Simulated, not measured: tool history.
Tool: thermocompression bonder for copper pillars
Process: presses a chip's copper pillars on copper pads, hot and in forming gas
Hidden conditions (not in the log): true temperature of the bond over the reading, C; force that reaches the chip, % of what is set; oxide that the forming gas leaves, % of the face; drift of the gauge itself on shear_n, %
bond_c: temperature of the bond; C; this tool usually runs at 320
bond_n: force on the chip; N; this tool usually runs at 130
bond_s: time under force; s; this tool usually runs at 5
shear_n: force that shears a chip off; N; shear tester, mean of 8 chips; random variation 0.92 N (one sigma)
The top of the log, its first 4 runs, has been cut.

run	day	bond_c	bond_n	bond_s	hours of work since the heater was calibrated	hours of work since the force cell was calibrated	hours of work since the gas filter was changed	shear_n
5	5	320	130	5	150	937	58	77.9
6	5.812	320	130	5	160	947	68	77.7
7	7.242	320	130	3	178	965	86	63.8
8	8.508	320	130	3	194	982	102	64.7
9	10.062	320	80	5	214	1001	122	50.9
10	10.983	320	80	5	226	1013	134	51
11	11.925	320	80	5	238	1025	146	51.1
12	12.717	344	130	5	248	1035	156	90.5
# day 12.983: forming gas filter changed
13	14.462	344	130	5	270	1057	19	89.7
14	15.679	320	98	5	285	1072	34	61.5
15	16.812	320	98	3	300	1087	49	48.3
16	18.421	320	98	3	320	1107	69	49.9
17	19.979	320	82	3	340	1127	89	41.3
18	21.533	320	130	3	359	1146	108	66.4
19	23.012	320	130	3	378	1165	127	64.7
20	24.562	320	130	5	398	1185	147	77.4
# day 25.425: forming gas filter changed
21	25.425	319	132	3	409	1196	0	66.2
22	26.2	320	147	14	418	1205	10	110.5
23	27.183	349	147	4	431	1218	22	94.1
24	28.55	349	147	4	448	1235	40	94.8

What will run 25 give?
25	30.183	305	88	3	469	1256	60	?

shear_n: 39.8 N
With the hidden condition absent and the run-to-run variation left alone, this run would have shown shear_n 39.8 N.
